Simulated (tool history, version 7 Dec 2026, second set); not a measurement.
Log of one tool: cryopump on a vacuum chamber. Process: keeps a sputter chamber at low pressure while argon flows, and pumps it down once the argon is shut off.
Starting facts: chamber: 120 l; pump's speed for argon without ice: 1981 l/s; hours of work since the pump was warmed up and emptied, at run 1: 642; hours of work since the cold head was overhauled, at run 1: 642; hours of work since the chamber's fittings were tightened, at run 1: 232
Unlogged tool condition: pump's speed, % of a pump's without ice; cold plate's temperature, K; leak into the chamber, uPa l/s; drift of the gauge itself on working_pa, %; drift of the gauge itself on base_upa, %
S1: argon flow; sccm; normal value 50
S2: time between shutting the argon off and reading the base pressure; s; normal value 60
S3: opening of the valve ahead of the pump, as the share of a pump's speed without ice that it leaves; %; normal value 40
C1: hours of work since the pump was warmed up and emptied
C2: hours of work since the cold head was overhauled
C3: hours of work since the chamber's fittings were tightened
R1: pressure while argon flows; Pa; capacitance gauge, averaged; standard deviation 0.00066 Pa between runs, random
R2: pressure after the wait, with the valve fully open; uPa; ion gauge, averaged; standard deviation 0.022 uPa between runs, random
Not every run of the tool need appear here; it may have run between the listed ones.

run,hour,S1,S2,S3,C1,C2,C3,R1,R2
1,0,50,60,40,642,642,232,0.1132,0.73
2,34.4,46,60,40,661,661,251,0.1027,0.72
3,67,50,60,40,679,679,269,0.1133,0.75
4,99.7,50,21,40,696,696,286,0.1124,1.53
5,121.1,50,60,40,708,708,298,0.1127,0.73
6,161.5,50,227,40,730,730,320,0.1122,0.42
7,190,50,227,40,746,746,336,0.1116,0.43
8,231.7,50,227,40,769,769,359,0.1128,0.46
9,272.9,50,227,40,791,791,381,0.1123,0.45
10,293.3,50,227,40,802,802,392,0.1128,0.48
11,315.7,50,227,40,815,815,405,0.1143,0.48
12,353.6,50,227,40,835,835,425,0.1131,0.46
13,370.4,50,60,40,845,845,435,0.114,0.87
14,404,50,60,40,863,863,453,0.1117,0.77
15,445.5,50,60,40,886,886,476,0.1133,0.84
16,464.6,50,60,40,896,896,486,0.1131,0.85
17,501.8,50,60,40,916,916,506,0.1137,0.85
18,527.3,82,20,27,930,930,520,0.2691,1.66
19,566.8,82,20,27,952,952,542,0.2735,1.66
20,591.2,82,20,27,965,965,555,0.2741,1.68
21,622.3,68,20,28,982,982,572,0.217,1.71
22,648.9,50,181,17,997,997,587,0.259,0.59
23,675.9,50,60,44,1012,1012,602,0.105,0.83
24,702.2,100,38,22,1026,1026,616,0.4049,1.13
25,722.2,50,60,20,1037,1037,627,0.223,0.91
26,758.5,50,182,29,1057,1057,647,0.1565,0.63
27,782,50,60,20,1070,1070,660,0.2224,0.91
28,808.1,50,60,20,1084,1084,674,0.2222,0.94
29,846.6,73,262,56,1105,1105,695,0.1244,0.58
# hour 854.1: pump warmed up, emptied and cooled again
30,877.6,92,146,56,13,1119,709,0.1414,0.65
31,915.9,92,146,56,34,1140,730,0.1429,0.65
32,955.6,28,89,28,56,1162,752,0.0853,0.74
33,976.6,50,29,48,67,1173,763,0.0895,1.38
34,993.8,72,60,40,76,1183,773,0.1551,0.86

Below are 4 alternative next runs, each starting from the tool's condition after run 34. Predict each:
A,1030.8,50,202,15,97,1203,793,?,?
B,1030.8,81,257,19,97,1203,793,?,?
C,1030.8,72,52,31,97,1203,793,?,?
D,1030.8,44,61,30,97,1203,793,?,?

run,R1,R2
A,0.2856,0.59
B,0.3666,0.58
C,0.199,1
D,0.1266,0.87
Without the tool's hidden state the same runs would have given:
run,R1,R2
A,0.2843,0.25
B,0.3645,0.24
C,0.1971,0.66
D,0.1255,0.54
